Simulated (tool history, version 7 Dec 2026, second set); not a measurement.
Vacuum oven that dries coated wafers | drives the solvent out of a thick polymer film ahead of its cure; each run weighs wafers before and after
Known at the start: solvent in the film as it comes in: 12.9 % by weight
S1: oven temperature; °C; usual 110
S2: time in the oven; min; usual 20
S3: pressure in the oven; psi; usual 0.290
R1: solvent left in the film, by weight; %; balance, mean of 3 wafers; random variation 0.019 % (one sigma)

run,hour,S1,S2,S3,R1
1,0.0,110,20,0.290,2.15
2,13.7,110,20,0.290,2.17
3,26.2,110,20,0.290,2.13
4,40.0,110,15,0.290,3.09
5,62.1,110,15,0.290,3.07
6,75.9,110,15,0.290,3.09
7,100.0,110,20,0.290,2.13
8,126.3,110,20,0.290,2.16
9,150.5,110,20,0.290,2.18
10,170.6,110,20,0.290,2.12
11,188.7,110,20,0.290,2.12
12,203.2,110,20,0.290,2.12
13,223.5,110,20,0.290,2.13
# hour 227.4: oven's thermocouples calibrated
14,237.2,110,20,0.290,2.12
15,253.9,110,20,0.455,2.27
16,276.4,110,24,0.290,1.61
17,292.9,110,20,0.290,2.14
18,316.5,110,20,0.290,2.13
19,340.4,110,20,0.290,2.10
20,368.4,110,20,0.290,2.11
# hour 398.2: oven's thermocouples calibrated, once more
21,398.5,110,20,0.290,2.30
22,422.5,110,20,0.264,2.24
23,446.2,110,20,0.290,2.28
24,462.1,108,20,0.290,2.70
25,488.8,108,20,0.290,2.73
26,513.3,110,13,0.390,3.87
27,538.2,117,12,0.290,2.49
28,553.7,123,12,0.290,1.44
29,577.1,105,12,0.265,5.22
30,604.6,120,10,0.912,3.07
31,629.9,108,21,0.428,2.68
32,645.4,108,21,0.428,2.69
33,662.2,113,11,0.577,3.96
34,689.3,120,12,0.439,2.05
35,715.4,118,11,0.260,2.55
36,738.4,110,20,0.294,2.25
37,750.7,111,12,0.268,3.76
38,770.1,124,13,0.593,1.38
39,781.8,124,13,0.593,1.38
40,805.5,101,29,0.566,3.44
41,829.0,101,29,0.566,3.46
42,842.8,111,15,0.566,3.29
43,864.3,111,15,0.566,3.34
44,878.4,111,15,0.566,3.31
45,893.1,111,18,0.525,2.63
46,915.5,111,18,0.525,2.66
47,935.8,110,31,0.322,1.17
48,954.4,105,31,0.322,2.00

3 ways to go on from here, each from the tool as it stands after run 48. What would each give?
A,968.0,106,18,0.167,?
B,968.0,96,31,0.602,?
C,968.0,99,15,0.969,?

run,R1
A,3.28
B,4.49
C,6.65
Without the tool's hidden state the same runs would have given:
run,R1
A,3.16
B,4.35
C,6.53
